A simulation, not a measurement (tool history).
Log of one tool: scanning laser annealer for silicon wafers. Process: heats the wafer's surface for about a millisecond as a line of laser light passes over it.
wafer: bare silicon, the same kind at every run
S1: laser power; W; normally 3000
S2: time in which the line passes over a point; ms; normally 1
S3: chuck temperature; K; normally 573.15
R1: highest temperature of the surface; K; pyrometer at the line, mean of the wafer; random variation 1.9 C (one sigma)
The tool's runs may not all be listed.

{"run": 1, "hour": 0.0, "S1": 3000, "S2": 1, "S3": 573.15, "R1": 1335.15}
{"run": 2, "hour": 4.3, "S1": 3000, "S2": 1, "S3": 573.15, "R1": 1333.15}
{"run": 3, "hour": 10.9, "S1": 3142, "S2": 1, "S3": 573.15, "R1": 1372.15}
{"run": 4, "hour": 17.9, "S1": 3142, "S2": 1, "S3": 573.15, "R1": 1372.15}
{"run": 5, "hour": 22.4, "S1": 3000, "S2": 1, "S3": 573.15, "R1": 1334.15}
{"run": 6, "hour": 31.6, "S1": 3000, "S2": 1, "S3": 573.15, "R1": 1335.15}
{"run": 7, "hour": 40.3, "S1": 2566, "S2": 1, "S3": 573.15, "R1": 1218.15}
{"run": 8, "hour": 45.2, "S1": 2566, "S2": 1, "S3": 573.15, "R1": 1217.15}
{"run": 9, "hour": 49.5, "S1": 3000, "S2": 1, "S3": 585.15, "R1": 1341.15}
{"run": 10, "hour": 55.3, "S1": 3000, "S2": 0.94, "S3": 573.15, "R1": 1305.15}
{"run": 11, "hour": 62.2, "S1": 3000, "S2": 0.94, "S3": 573.15, "R1": 1308.15}
{"run": 12, "hour": 69.1, "S1": 3000, "S2": 0.94, "S3": 573.15, "R1": 1303.15}
{"run": 13, "hour": 78.7, "S1": 3000, "S2": 0.78, "S3": 573.15, "R1": 1230.15}
{"run": 14, "hour": 85.5, "S1": 3181, "S2": 0.71, "S3": 534.15, "R1": 1193.15}

What will run 15 give?
{"run": 15, "hour": 92.8, "S1": 3181, "S2": 0.71, "S3": 534.15, "R1": "?"}

For run 15 the tool returned R1 1193.15 K.
Take away the tool's hidden state, keep the run-to-run variation as it was, and the same run would have given R1 1235.15 K.
